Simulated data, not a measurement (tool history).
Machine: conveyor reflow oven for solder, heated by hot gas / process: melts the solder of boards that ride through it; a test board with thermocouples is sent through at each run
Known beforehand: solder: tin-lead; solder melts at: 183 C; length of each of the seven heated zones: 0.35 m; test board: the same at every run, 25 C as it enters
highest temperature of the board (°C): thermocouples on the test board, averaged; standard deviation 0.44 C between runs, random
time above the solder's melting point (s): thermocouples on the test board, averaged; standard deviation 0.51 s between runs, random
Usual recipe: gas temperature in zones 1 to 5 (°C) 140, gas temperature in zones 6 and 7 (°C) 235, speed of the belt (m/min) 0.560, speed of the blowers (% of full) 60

| run | day | gas temperature in zones 1 to 5 (°C) | gas temperature in zones 6 and 7 (°C) | speed of the belt (m/min) | speed of the blowers (% of full) | highest temperature of the board (°C) | time above the solder's melting point (s) |
|---|---|---|---|---|---|---|---|
| 1 | 0.000 | 140 | 235 | 0.560 | 60 | 217.4 | 57.0 |
| 2 | 0.354 | 140 | 235 | 0.560 | 60 | 217.7 | 57.4 |
| 3 | 0.683 | 140 | 235 | 0.556 | 60 | 218.1 | 57.5 |
| 4 | 1.121 | 140 | 235 | 0.548 | 60 | 217.8 | 58.6 |
| 5 | 1.479 | 140 | 241 | 0.560 | 60 | 223.6 | 60.7 |
| 6 | 1.833 | 140 | 235 | 0.560 | 60 | 217.2 | 56.5 |
| 7 | 2.171 | 140 | 235 | 0.560 | 60 | 217.7 | 55.8 |
| 8 | 2.542 | 140 | 235 | 0.560 | 60 | 217.0 | 56.6 |
| 9 | 2.858 | 140 | 235 | 0.560 | 60 | 216.7 | 57.3 |
| 10 | 3.079 | 140 | 242 | 0.560 | 60 | 223.9 | 61.0 |
| 11 | 3.321 | 140 | 242 | 0.560 | 60 | 223.0 | 60.0 |
| 12 | 3.642 | 140 | 242 | 0.560 | 60 | 223.0 | 61.2 |
| 13 | 3.979 | 140 | 235 | 0.560 | 60 | 217.4 | 56.2 |
| 14 | 4.350 | 140 | 235 | 0.560 | 60 | 216.6 | 57.0 |
|  | 4.725 | flux residue cleaned out of gas plates and filters |
| 15 | 5.021 | 140 | 235 | 0.560 | 60 | 218.9 | 58.0 |
| 16 | 5.438 | 144 | 235 | 0.560 | 60 | 219.7 | 59.1 |
| 17 | 5.808 | 140 | 235 | 0.560 | 72 | 221.2 | 61.1 |
| 18 | 6.162 | 145 | 235 | 0.560 | 60 | 219.4 | 60.5 |
| 19 | 6.442 | 140 | 235 | 0.615 | 60 | 215.1 | 49.2 |
| 20 | 6.738 | 140 | 235 | 0.615 | 61 | 216.2 | 49.9 |
| 21 | 7.025 | 140 | 235 | 0.624 | 61 | 214.3 | 48.2 |

What will run 22 give?
|  | 7.225 | belt drive overhauled, speed set with a stopwatch |
| 22 | 7.525 | 136 | 244 | 0.560 | 81 | ? | ? |

{"run 22": {"highest temperature of the board (°C)": 231.8, "time above the solder's melting point (s)": 64.3}}
The same run, on a tool lacking any hidden state, would have yielded highest temperature of the board (°C) 231.6, time above the solder's melting point (s) 64.0.

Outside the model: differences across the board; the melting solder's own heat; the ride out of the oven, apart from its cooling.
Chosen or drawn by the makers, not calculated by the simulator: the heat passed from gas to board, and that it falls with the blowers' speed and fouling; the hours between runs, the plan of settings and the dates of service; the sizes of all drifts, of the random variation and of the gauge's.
